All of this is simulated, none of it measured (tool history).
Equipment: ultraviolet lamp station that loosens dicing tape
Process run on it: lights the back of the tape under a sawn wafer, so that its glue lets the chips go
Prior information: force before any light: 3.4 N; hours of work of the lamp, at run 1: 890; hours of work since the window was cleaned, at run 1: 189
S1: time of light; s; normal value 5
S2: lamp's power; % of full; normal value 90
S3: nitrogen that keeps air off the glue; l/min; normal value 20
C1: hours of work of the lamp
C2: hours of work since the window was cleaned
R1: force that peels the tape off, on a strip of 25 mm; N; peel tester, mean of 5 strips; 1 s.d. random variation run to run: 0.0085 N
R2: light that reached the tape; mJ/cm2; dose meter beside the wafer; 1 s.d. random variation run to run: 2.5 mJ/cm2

| run | day | S1 | S2 | S3 | C1 | C2 | R1 | R2 |
|---|---|---|---|---|---|---|---|---|
| 1 | 0.000 | 5 | 90 | 20 | 890 | 189 | 0.618 | 207 |
| 2 | 1.271 | 5 | 90 | 20 | 904 | 202 | 0.613 | 205 |
| 3 | 2.721 | 5 | 90 | 20 | 919 | 218 | 0.595 | 200 |
| 4 | 4.129 | 5 | 90 | 20 | 934 | 232 | 0.617 | 207 |
| 5 | 5.600 | 5 | 90 | 20 | 950 | 248 | 0.629 | 199 |
| 6 | 6.867 | 5 | 90 | 20 | 963 | 261 | 0.610 | 203 |
| 7 | 8.621 | 5 | 90 | 20 | 982 | 280 | 0.625 | 198 |
| 8 | 9.888 | 3 | 61 | 18 | 995 | 293 | 1.689 | 85 |
| 9 | 10.917 | 3 | 67 | 18 | 1006 | 304 | 1.542 | 86 |
|  | 11.121 | window cleaned of glue's vapour |
| 10 | 12.242 | 2 | 72 | 6 | 1020 | 12 | 2.347 | 62 |
| 11 | 13.225 | 5 | 90 | 35 | 1030 | 22 | 0.563 | 192 |
| 12 | 14.638 | 3 | 72 | 26 | 1045 | 37 | 1.414 | 87 |
| 13 | 16.492 | 2 | 62 | 38 | 1065 | 57 | 1.948 | 50 |

5 options for the next run, each taken on its own from the tool as it stands now. Forecast them:
| A | 18.533 | 2 | 62 | 10 | 1086 | 78 | ? | ? |
| B | 18.533 | 6 | 80 | 9 | 1086 | 78 | ? | ? |
| C | 18.533 | 2 | 62 | 6 | 1086 | 78 | ? | ? |
| D | 18.533 | 4 | 68 | 29 | 1086 | 78 | ? | ? |
| E | 18.533 | 8 | 90 | 20 | 1086 | 78 | ? | ? |

| run | R1 | R2 |
|---|---|---|
| A | 2.272 | 50 |
| B | 0.863 | 199 |
| C | 2.465 | 51 |
| D | 1.158 | 115 |
| E | 0.356 | 300 |
Stripped of hidden state, with their random variation kept, the same runs would have yielded:
| run | R1 | R2 |
|---|---|---|
| A | 1.805 | 82 |
| B | 0.442 | 320 |
| C | 2.023 | 82 |
| D | 0.646 | 183 |
| E | 0.204 | 483 |

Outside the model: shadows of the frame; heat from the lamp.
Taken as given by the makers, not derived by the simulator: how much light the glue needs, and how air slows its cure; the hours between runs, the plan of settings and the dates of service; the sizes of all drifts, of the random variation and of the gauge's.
